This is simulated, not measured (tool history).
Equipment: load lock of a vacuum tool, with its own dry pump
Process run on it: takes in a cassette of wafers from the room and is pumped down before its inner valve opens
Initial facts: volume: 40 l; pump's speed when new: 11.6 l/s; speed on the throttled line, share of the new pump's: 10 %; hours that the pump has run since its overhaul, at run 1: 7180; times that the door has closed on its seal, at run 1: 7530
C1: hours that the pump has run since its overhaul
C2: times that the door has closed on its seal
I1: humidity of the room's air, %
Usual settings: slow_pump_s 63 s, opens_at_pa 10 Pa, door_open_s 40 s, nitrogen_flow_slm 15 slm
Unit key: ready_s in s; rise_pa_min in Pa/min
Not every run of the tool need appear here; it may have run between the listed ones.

run 1 hour=0 | slow_pump_s=63 opens_at_pa=10 door_open_s=40 nitrogen_flow_slm=15 | C1=7180 C2=7530 | I1=47.3 | ready_s=95.1 rise_pa_min=0.055
run 2 hour=135.9 | slow_pump_s=63 opens_at_pa=10 door_open_s=40 nitrogen_flow_slm=8 | C1=7316 C2=7714 | I1=41.4 | ready_s=95.3 rise_pa_min=0.048
run 3 hour=240.6 | slow_pump_s=63 opens_at_pa=10 door_open_s=95 nitrogen_flow_slm=15 | C1=7421 C2=7856 | I1=46 | ready_s=94.9 rise_pa_min=0.061
run 4 hour=413.5 | slow_pump_s=63 opens_at_pa=10 door_open_s=95 nitrogen_flow_slm=15 | C1=7594 C2=8090 | I1=44.9 | ready_s=95.4 rise_pa_min=0.061
run 5 hour=572.4 | slow_pump_s=63 opens_at_pa=11 door_open_s=40 nitrogen_flow_slm=15 | C1=7753 C2=8305 | I1=47.7 | ready_s=95.8 rise_pa_min=0.051
run 6 hour=708.1 | slow_pump_s=63 opens_at_pa=10 door_open_s=40 nitrogen_flow_slm=7 | C1=7888 C2=8489 | I1=44.8 | ready_s=96 rise_pa_min=0.053
run 7 hour=879.4 | slow_pump_s=63 opens_at_pa=10 door_open_s=210 nitrogen_flow_slm=15 | C1=8060 C2=8722 | I1=41.9 | ready_s=94.4 rise_pa_min=0.078
run 8 hour=1014 | slow_pump_s=63 opens_at_pa=10 door_open_s=40 nitrogen_flow_slm=15 | C1=8194 C2=8904 | I1=43.1 | ready_s=96 rise_pa_min=0.049
run 9 hour=1223.2 | slow_pump_s=63 opens_at_pa=10 door_open_s=40 nitrogen_flow_slm=15 | C1=8403 C2=9188 | I1=46.7 | ready_s=97.2 rise_pa_min=0.057
run 10 hour=1312.7 | slow_pump_s=63 opens_at_pa=10 door_open_s=40 nitrogen_flow_slm=15 | C1=8493 C2=9309 | I1=44.9 | ready_s=95.8 rise_pa_min=0.052
run 11 hour=1452.5 | slow_pump_s=63 opens_at_pa=10 door_open_s=40 nitrogen_flow_slm=15 | C1=8633 C2=9498 | I1=44.8 | ready_s=96.4 rise_pa_min=0.058
run 12 hour=1630.8 | slow_pump_s=63 opens_at_pa=10 door_open_s=40 nitrogen_flow_slm=15 | C1=8811 C2=9740 | I1=43.4 | ready_s=96 rise_pa_min=0.059
run 13 hour=1773.6 | slow_pump_s=63 opens_at_pa=10 door_open_s=40 nitrogen_flow_slm=4 | C1=8954 C2=9934 | I1=44 | ready_s=96.2 rise_pa_min=0.06
-- hour=1857.1 dry pump taken out, an overhauled one fitted
run 14 hour=1876.7 | slow_pump_s=109 opens_at_pa=19 door_open_s=54 nitrogen_flow_slm=5 | C1=20 C2=10065 | I1=41.2 | ready_s=128.1 rise_pa_min=0.065
run 15 hour=2030.6 | slow_pump_s=109 opens_at_pa=19 door_open_s=34 nitrogen_flow_slm=45 | C1=174 C2=10274 | I1=46.8 | ready_s=126.9 rise_pa_min=0.048
run 16 hour=2192.5 | slow_pump_s=109 opens_at_pa=19 door_open_s=34 nitrogen_flow_slm=45 | C1=335 C2=10493 | I1=43.9 | ready_s=129.2 rise_pa_min=0.054
run 17 hour=2302.8 | slow_pump_s=109 opens_at_pa=19 door_open_s=34 nitrogen_flow_slm=45 | C1=446 C2=10643 | I1=43.5 | ready_s=128 rise_pa_min=0.056
run 18 hour=2477.6 | slow_pump_s=60 opens_at_pa=19 door_open_s=34 nitrogen_flow_slm=15 | C1=620 C2=10880 | I1=43.1 | ready_s=85 rise_pa_min=0.06
run 19 hour=2680.6 | slow_pump_s=63 opens_at_pa=11 door_open_s=40 nitrogen_flow_slm=10 | C1=823 C2=11155 | I1=45 | ready_s=88.8 rise_pa_min=0.068
run 20 hour=2827.5 | slow_pump_s=63 opens_at_pa=11 door_open_s=40 nitrogen_flow_slm=10 | C1=970 C2=11354 | I1=43.6 | ready_s=88.9 rise_pa_min=0.064
run 21 hour=2950.8 | slow_pump_s=63 opens_at_pa=11 door_open_s=40 nitrogen_flow_slm=10 | C1=1094 C2=11521 | I1=46 | ready_s=89.4 rise_pa_min=0.069
run 22 hour=3099.7 | slow_pump_s=63 opens_at_pa=11 door_open_s=40 nitrogen_flow_slm=10 | C1=1243 C2=11723 | I1=44.4 | ready_s=88.4 rise_pa_min=0.061
run 23 hour=3194 | slow_pump_s=63 opens_at_pa=11 door_open_s=40 nitrogen_flow_slm=10 | C1=1337 C2=11851 | I1=45.8 | ready_s=89.7 rise_pa_min=0.063

Branching from run 23: 5 alternative next runs. What would each branch give?
run A hour=3283.8 | slow_pump_s=43 opens_at_pa=11 door_open_s=40 nitrogen_flow_slm=9 | C1=1427 C2=11973 | I1=47.5 | ready_s=? rise_pa_min=?
run B hour=3283.8 | slow_pump_s=63 opens_at_pa=11 door_open_s=40 nitrogen_flow_slm=14 | C1=1427 C2=11973 | I1=43.7 | ready_s=? rise_pa_min=?
run C hour=3283.8 | slow_pump_s=83 opens_at_pa=17 door_open_s=40 nitrogen_flow_slm=15 | C1=1427 C2=11973 | I1=46.4 | ready_s=? rise_pa_min=?
run D hour=3283.8 | slow_pump_s=63 opens_at_pa=7 door_open_s=186 nitrogen_flow_slm=16 | C1=1427 C2=11973 | I1=43.1 | ready_s=? rise_pa_min=?
run E hour=3283.8 | slow_pump_s=63 opens_at_pa=15 door_open_s=40 nitrogen_flow_slm=12 | C1=1427 C2=11973 | I1=47.2 | ready_s=? rise_pa_min=?

run=A ready_s=71.1 rise_pa_min=0.073
run=B ready_s=89 rise_pa_min=0.065
run=C ready_s=105.1 rise_pa_min=0.058
run=D ready_s=89.8 rise_pa_min=0.089
run=E ready_s=88.3 rise_pa_min=0.071
Stripped of hidden state, with their random variation kept, the same runs would have yielded:
run=A ready_s=70.1 rise_pa_min=0.036
run=B ready_s=88.1 rise_pa_min=0.029
run=C ready_s=104.3 rise_pa_min=0.022
run=D ready_s=88.8 rise_pa_min=0.052
run=E ready_s=87.4 rise_pa_min=0.035
